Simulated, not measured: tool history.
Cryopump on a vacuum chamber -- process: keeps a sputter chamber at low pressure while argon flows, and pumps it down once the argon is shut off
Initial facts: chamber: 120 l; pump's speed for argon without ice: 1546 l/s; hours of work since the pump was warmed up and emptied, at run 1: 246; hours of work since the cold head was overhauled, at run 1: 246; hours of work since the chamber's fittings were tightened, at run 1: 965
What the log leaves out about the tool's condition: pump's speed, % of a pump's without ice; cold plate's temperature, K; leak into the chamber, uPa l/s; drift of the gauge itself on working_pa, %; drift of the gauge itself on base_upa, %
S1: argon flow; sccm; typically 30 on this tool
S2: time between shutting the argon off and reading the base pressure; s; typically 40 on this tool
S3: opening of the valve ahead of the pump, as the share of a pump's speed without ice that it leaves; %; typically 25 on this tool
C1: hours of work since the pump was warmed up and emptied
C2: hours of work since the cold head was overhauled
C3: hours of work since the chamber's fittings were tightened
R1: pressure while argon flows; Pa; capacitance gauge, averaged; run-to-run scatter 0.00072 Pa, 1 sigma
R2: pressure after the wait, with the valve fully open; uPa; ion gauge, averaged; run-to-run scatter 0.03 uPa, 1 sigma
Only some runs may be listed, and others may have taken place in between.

run     day  S1   S2  S3   C1   C2    C3      R1    R2
  1       0  30   40  25  246  246   965  0.1354  2.41
  2   0.992  30   40  25  257  257   975  0.1357  2.55
  3   2.246  30   40  24  269  269   988  0.1404  2.45
  4   3.117  30   40  25  278  278   997   0.134  2.45
  5   4.238  30   40  25  290  290  1009  0.1367  2.47
  6   5.375  30   40  25  302  302  1021  0.1374  2.48
  7     6.4  30   40  25  312  312  1031   0.135   2.6
  8   7.662  34  265  35  325  325  1044  0.1116  1.46
  9   8.412  30  291  15  333  333  1052   0.225  1.43
 10   9.242  34  118  15  341  341  1060  0.2542  1.73
 11   9.958  20  118  15  349  349  1068  0.1494  1.72
 12  10.658  31   35  45  356  356  1075  0.0805  2.79
 13  11.908  31   35  45  369  369  1088   0.082  2.79
 14  12.962  31  137  39  380  380  1099  0.0929  1.72

Consider 3 possible next runs. They are alternatives, not a sequence: every one starts from the tool as it was left by run 14. What does each give?
  A  14.192  48  137  47  392  392  1111   ?   ?
  B  14.192  30   76  25  392  392  1111   ?   ?
  C  14.192  37   64  32  392  392  1111   ?   ?

run      R1    R2
  A   0.122  1.76
  B  0.1361  2.03
  C  0.1348  2.19
The same runs, with their run-to-run variation unchanged, on a tool lacking any hidden condition would have given:
run      R1    R2
  A  0.1117  0.57
  B  0.1297  0.86
  C  0.1269  0.99
